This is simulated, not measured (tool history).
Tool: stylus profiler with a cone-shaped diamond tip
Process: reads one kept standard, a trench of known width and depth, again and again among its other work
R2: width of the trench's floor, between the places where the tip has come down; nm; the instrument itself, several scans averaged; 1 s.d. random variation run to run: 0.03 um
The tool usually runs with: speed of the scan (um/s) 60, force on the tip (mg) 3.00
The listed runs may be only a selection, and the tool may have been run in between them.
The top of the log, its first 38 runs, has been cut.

run 39 hour=1996.3 | speed_of_the_scan_(um/s)=205 force_on_the_tip_(mg)=6.06 | depth_of_the_trench_(Å)=2045.3 R2=26590
-- hour=2016.0 new tip fitted, height scale calibrated
run 40 hour=2053.6 | speed_of_the_scan_(um/s)=34 force_on_the_tip_(mg)=5.58 | depth_of_the_trench_(Å)=2044.3 R2=28150
run 41 hour=2100.1 | speed_of_the_scan_(um/s)=16 force_on_the_tip_(mg)=2.92 | depth_of_the_trench_(Å)=2027.7 R2=28190
run 42 hour=2150.1 | speed_of_the_scan_(um/s)=37 force_on_the_tip_(mg)=1.82 | depth_of_the_trench_(Å)=2019.7 R2=28080
run 43 hour=2199.7 | speed_of_the_scan_(um/s)=25 force_on_the_tip_(mg)=2.79 | depth_of_the_trench_(Å)=2027.1 R2=28090
run 44 hour=2258.1 | speed_of_the_scan_(um/s)=227 force_on_the_tip_(mg)=2.44 | depth_of_the_trench_(Å)=2028.8 R2=27550
run 45 hour=2302.0 | speed_of_the_scan_(um/s)=60 force_on_the_tip_(mg)=4.63 | depth_of_the_trench_(Å)=2041.4 R2=27960
run 46 hour=2369.8 | speed_of_the_scan_(um/s)=20 force_on_the_tip_(mg)=1.53 | depth_of_the_trench_(Å)=2019.3 R2=28010
run 47 hour=2402.6 | speed_of_the_scan_(um/s)=166 force_on_the_tip_(mg)=6.29 | depth_of_the_trench_(Å)=2048.1 R2=27780

Consider 3 possible next runs. They are alternatives, not a sequence: every one starts from the tool as it was left by run 47. What does each give?
run A hour=2435.2 | speed_of_the_scan_(um/s)=30 force_on_the_tip_(mg)=7.95 | depth_of_the_trench_(Å)=? R2=?
run B hour=2435.2 | speed_of_the_scan_(um/s)=19 force_on_the_tip_(mg)=2.18 | depth_of_the_trench_(Å)=? R2=?
run C hour=2435.2 | speed_of_the_scan_(um/s)=60 force_on_the_tip_(mg)=1.21 | depth_of_the_trench_(Å)=? R2=?

run=A depth_of_the_trench_(Å)=2056.4 R2=27950
run=B depth_of_the_trench_(Å)=2023.9 R2=27940
run=C depth_of_the_trench_(Å)=2015.9 R2=27820
What these runs would have given with no unlogged condition in the tool:
run=A depth_of_the_trench_(Å)=2054.7 R2=28230
run=B depth_of_the_trench_(Å)=2022.2 R2=28220
run=C depth_of_the_trench_(Å)=2014.2 R2=28090
